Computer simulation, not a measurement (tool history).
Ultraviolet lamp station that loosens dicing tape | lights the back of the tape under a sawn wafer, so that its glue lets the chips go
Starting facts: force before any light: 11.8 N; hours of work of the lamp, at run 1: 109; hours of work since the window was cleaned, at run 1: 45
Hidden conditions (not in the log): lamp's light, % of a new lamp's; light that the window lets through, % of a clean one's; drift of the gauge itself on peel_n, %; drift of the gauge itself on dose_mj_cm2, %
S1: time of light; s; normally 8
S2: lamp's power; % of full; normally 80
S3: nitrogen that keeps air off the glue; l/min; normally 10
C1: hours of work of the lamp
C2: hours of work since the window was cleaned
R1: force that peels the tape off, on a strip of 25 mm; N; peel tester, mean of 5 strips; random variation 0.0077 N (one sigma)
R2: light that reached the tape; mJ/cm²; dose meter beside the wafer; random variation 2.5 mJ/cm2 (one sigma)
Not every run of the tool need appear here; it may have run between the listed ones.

run 1 hour=0 | S1=8 S2=80 S3=10 | C1=109 C2=45 | R1=0.33 R2=290
run 2 hour=61.6 | S1=8 S2=80 S3=10 | C1=142 C2=78 | R1=0.358 R2=291
run 3 hour=102.8 | S1=8 S2=80 S3=10 | C1=164 C2=100 | R1=0.368 R2=287
run 4 hour=149.4 | S1=8 S2=80 S3=8 | C1=188 C2=124 | R1=0.493 R2=283
run 5 hour=195.4 | S1=8 S2=80 S3=8 | C1=213 C2=149 | R1=0.504 R2=277
run 6 hour=236.2 | S1=8 S2=88 S3=8 | C1=234 C2=170 | R1=0.407 R2=309
run 7 hour=284.5 | S1=8 S2=88 S3=8 | C1=260 C2=196 | R1=0.412 R2=300
run 8 hour=332.9 | S1=7 S2=84 S3=10 | C1=286 C2=221 | R1=0.569 R2=247
run 9 hour=392.7 | S1=13 S2=72 S3=15 | C1=317 C2=253 | R1=0.104 R2=388
run 10 hour=463.5 | S1=13 S2=72 S3=15 | C1=355 C2=291 | R1=0.109 R2=383
-- hour=470.2 window cleaned of glue's vapour
run 11 hour=505.7 | S1=6 S2=72 S3=6 | C1=377 C2=19 | R1=1.975 R2=169
run 12 hour=542.5 | S1=6 S2=72 S3=6 | C1=396 C2=38 | R1=2.102 R2=167
run 13 hour=588.8 | S1=6 S2=72 S3=6 | C1=421 C2=63 | R1=2.068 R2=166
run 14 hour=626.4 | S1=8 S2=80 S3=4 | C1=441 C2=83 | R1=1.439 R2=246

Forecast each of these 5 alternatives for the next run:
run A hour=679.6 | S1=14 S2=63 S3=12 | C1=469 C2=111 | R1=? R2=?
run B hour=679.6 | S1=5 S2=66 S3=4 | C1=469 C2=111 | R1=? R2=?
run C hour=679.6 | S1=8 S2=68 S3=4 | C1=469 C2=111 | R1=? R2=?
run D hour=679.6 | S1=7 S2=80 S3=4 | C1=469 C2=111 | R1=? R2=?
run E hour=679.6 | S1=10 S2=69 S3=10 | C1=469 C2=111 | R1=? R2=?

run=A R1=0.189 R2=327
run=B R1=3.921 R2=122
run=C R1=1.948 R2=201
run=D R1=1.86 R2=211
run=E R1=0.495 R2=259
Without the tool's hidden state the same runs would have given:
run=A R1=0.09 R2=425
run=B R1=2.838 R2=159
run=C R1=1.16 R2=262
run=D R1=1.091 R2=273
run=E R1=0.231 R2=336
